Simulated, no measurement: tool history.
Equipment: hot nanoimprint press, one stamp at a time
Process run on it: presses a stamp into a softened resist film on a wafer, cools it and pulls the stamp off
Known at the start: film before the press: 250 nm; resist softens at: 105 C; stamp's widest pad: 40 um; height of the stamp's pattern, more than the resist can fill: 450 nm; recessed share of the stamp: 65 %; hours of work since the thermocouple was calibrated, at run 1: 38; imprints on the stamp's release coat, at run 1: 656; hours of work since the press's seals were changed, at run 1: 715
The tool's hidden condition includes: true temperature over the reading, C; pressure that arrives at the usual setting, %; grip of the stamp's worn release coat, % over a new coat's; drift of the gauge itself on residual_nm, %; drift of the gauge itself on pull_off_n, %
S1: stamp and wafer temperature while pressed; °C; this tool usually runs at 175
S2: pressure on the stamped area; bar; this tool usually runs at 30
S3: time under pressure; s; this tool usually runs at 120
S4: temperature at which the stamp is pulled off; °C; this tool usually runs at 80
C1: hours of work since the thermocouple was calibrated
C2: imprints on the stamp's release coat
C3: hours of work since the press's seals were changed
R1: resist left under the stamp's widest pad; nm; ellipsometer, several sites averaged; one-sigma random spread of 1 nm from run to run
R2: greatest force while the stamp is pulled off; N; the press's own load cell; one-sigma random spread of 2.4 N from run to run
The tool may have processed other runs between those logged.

{"run": 1, "hour": 0.0, "S1": 175, "S2": 30, "S3": 120, "S4": 80, "C1": 38, "C2": 656, "C3": 715, "R1": 152.7, "R2": 139}
{"run": 2, "hour": 35.9, "S1": 175, "S2": 30, "S3": 217, "S4": 80, "C1": 61, "C2": 810, "C3": 738, "R1": 127.8, "R2": 140}
{"hour": 47.8, "done": "stamp cleaned and given a new release coat"}
{"run": 3, "hour": 72.7, "S1": 175, "S2": 30, "S3": 217, "S4": 85, "C1": 81, "C2": 107, "C3": 758, "R1": 127.4, "R2": 108}
{"run": 4, "hour": 92.7, "S1": 185, "S2": 30, "S3": 217, "S4": 85, "C1": 94, "C2": 193, "C3": 771, "R1": 88.5, "R2": 108}
{"hour": 120.2, "done": "press's hydraulic seals changed and the load cell set to zero"}
{"run": 5, "hour": 124.3, "S1": 184, "S2": 30, "S3": 120, "S4": 80, "C1": 109, "C2": 294, "C3": 3, "R1": 106.6, "R2": 120}
{"run": 6, "hour": 141.2, "S1": 184, "S2": 30, "S3": 120, "S4": 80, "C1": 120, "C2": 367, "C3": 13, "R1": 109.1, "R2": 121}
{"run": 7, "hour": 168.8, "S1": 184, "S2": 30, "S3": 120, "S4": 80, "C1": 137, "C2": 485, "C3": 31, "R1": 108.5, "R2": 128}
{"run": 8, "hour": 206.4, "S1": 175, "S2": 30, "S3": 120, "S4": 68, "C1": 161, "C2": 647, "C3": 55, "R1": 149.8, "R2": 147}
{"run": 9, "hour": 237.6, "S1": 175, "S2": 21.2, "S3": 120, "S4": 68, "C1": 181, "C2": 780, "C3": 75, "R1": 177.9, "R2": 163}
{"hour": 256.9, "done": "stamp cleaned and given a new release coat"}
{"run": 10, "hour": 265.5, "S1": 175, "S2": 21.2, "S3": 120, "S4": 68, "C1": 195, "C2": 36, "C3": 89, "R1": 173.7, "R2": 125}
{"run": 11, "hour": 302.1, "S1": 175, "S2": 30, "S3": 120, "S4": 80, "C1": 218, "C2": 194, "C3": 112, "R1": 151.1, "R2": 120}
{"run": 12, "hour": 322.5, "S1": 175, "S2": 30, "S3": 120, "S4": 80, "C1": 231, "C2": 281, "C3": 125, "R1": 152.6, "R2": 120}
{"run": 13, "hour": 357.6, "S1": 175, "S2": 42.3, "S3": 120, "S4": 80, "C1": 254, "C2": 432, "C3": 148, "R1": 127.4, "R2": 126}
{"hour": 362.9, "done": "plate thermocouple calibrated"}
{"run": 14, "hour": 391.4, "S1": 174, "S2": 30, "S3": 81, "S4": 80, "C1": 18, "C2": 564, "C3": 167, "R1": 176, "R2": 134}
{"run": 15, "hour": 425.7, "S1": 186, "S2": 21, "S3": 75, "S4": 72, "C1": 40, "C2": 711, "C3": 189, "R1": 146.8, "R2": 144}
{"hour": 460.8, "done": "stamp cleaned and given a new release coat"}
{"run": 16, "hour": 469.2, "S1": 186, "S2": 21, "S3": 75, "S4": 72, "C1": 64, "C2": 36, "C3": 213, "R1": 147.4, "R2": 124}
{"run": 17, "hour": 485.8, "S1": 186, "S2": 21, "S3": 75, "S4": 72, "C1": 75, "C2": 107, "C3": 223, "R1": 147.2, "R2": 124}
{"run": 18, "hour": 515.7, "S1": 175, "S2": 30, "S3": 216, "S4": 80, "C1": 94, "C2": 235, "C3": 243, "R1": 131.7, "R2": 117}
{"run": 19, "hour": 533.5, "S1": 169, "S2": 31, "S3": 120, "S4": 80, "C1": 105, "C2": 312, "C3": 254, "R1": 185.6, "R2": 122}
{"run": 20, "hour": 553.5, "S1": 169, "S2": 31, "S3": 120, "S4": 80, "C1": 118, "C2": 398, "C3": 267, "R1": 184.9, "R2": 132}
{"hour": 592.7, "done": "plate thermocouple calibrated, once more"}
{"run": 21, "hour": 595.1, "S1": 169, "S2": 19, "S3": 136, "S4": 72, "C1": 2, "C2": 564, "C3": 291, "R1": 206.5, "R2": 143}
{"run": 22, "hour": 621.2, "S1": 175, "S2": 30, "S3": 124, "S4": 84, "C1": 18, "C2": 676, "C3": 308, "R1": 149.7, "R2": 131}
{"run": 23, "hour": 648.5, "S1": 175, "S2": 30, "S3": 124, "S4": 84, "C1": 36, "C2": 793, "C3": 325, "R1": 149, "R2": 135}
{"hour": 663.9, "done": "stamp cleaned and given a new release coat"}
{"run": 24, "hour": 678.9, "S1": 175, "S2": 36.7, "S3": 97, "S4": 87, "C1": 51, "C2": 64, "C3": 341, "R1": 146.1, "R2": 103}
{"run": 25, "hour": 716.3, "S1": 167, "S2": 40.4, "S3": 182, "S4": 86, "C1": 75, "C2": 225, "C3": 365, "R1": 157.7, "R2": 114}

Subtracting, for every run, the result it would have given without the tool's unlogged condition from the measured result gives the following. The same run-to-run variation enters both numbers; the gauge's scatter may not:
run=1 R1=+3.8 R2=+27
run=2 R1=+4.2 R2=+32
run=3 R1=+4.6 R2=+4
run=4 R1=+3.8 R2=+7
run=5 R1=+0.7 R2=+12
run=6 R1=+0.9 R2=+14
run=7 R1=+1.2 R2=+19
run=8 R1=+2.3 R2=+29
run=9 R1=+2.6 R2=+37
run=10 R1=+2.9 R2=+2
run=11 R1=+3.8 R2=+8
run=12 R1=+4.1 R2=+11
run=13 R1=+4.8 R2=+18
run=14 R1=+6.2 R2=+24
run=15 R1=+5.5 R2=+30
run=16 R1=+6.1 R2=+2
run=17 R1=+6.3 R2=+6
run=18 R1=+7.8 R2=+10
run=19 R1=+8.8 R2=+13
run=20 R1=+8.9 R2=+18
run=21 R1=+0.9 R2=+24
run=22 R1=+2.3 R2=+26
run=23 R1=+2.7 R2=+30
run=24 R1=+3.6 R2=+3
run=25 R1=+4.8 R2=+9

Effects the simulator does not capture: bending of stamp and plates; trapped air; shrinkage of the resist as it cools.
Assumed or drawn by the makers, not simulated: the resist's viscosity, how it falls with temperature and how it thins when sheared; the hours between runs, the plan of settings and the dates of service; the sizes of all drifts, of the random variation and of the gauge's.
